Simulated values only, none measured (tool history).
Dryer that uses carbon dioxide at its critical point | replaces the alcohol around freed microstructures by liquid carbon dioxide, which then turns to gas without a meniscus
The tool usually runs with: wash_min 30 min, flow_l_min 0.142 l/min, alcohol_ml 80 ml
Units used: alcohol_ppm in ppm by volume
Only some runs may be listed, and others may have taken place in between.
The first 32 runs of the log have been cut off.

run,hour,wash_min,flow_l_min,alcohol_ml,alcohol_ppm
33,371.6,37,0.098,38,451
34,379.1,37,0.098,38,455
35,389.2,46,0.225,80,211
36,400.8,46,0.225,80,207
37,408.3,38,0.225,75,209
38,415.0,38,0.225,75,211
39,426.8,46,0.107,58,256
40,436.3,43,0.092,40,370
41,448.5,25,0.125,80,1295
42,463.1,30,0.204,80,239
43,476.3,32,0.160,57,250
44,483.3,19,0.102,24,2507

5 options for the next run, each taken on its own from the tool as it stands now. Forecast them:
A,497.5,26,0.155,82,?
B,497.5,30,0.142,45,?
C,497.5,19,0.188,24,?
D,497.5,46,0.100,92,?
E,497.5,48,0.092,80,?

run,alcohol_ppm
A,479
B,324
C,368
D,358
E,379
The same runs, with their run-to-run variation unchanged, on a tool lacking any hidden condition would have given:
run,alcohol_ppm
A,147
B,58
C,83
D,72
E,84
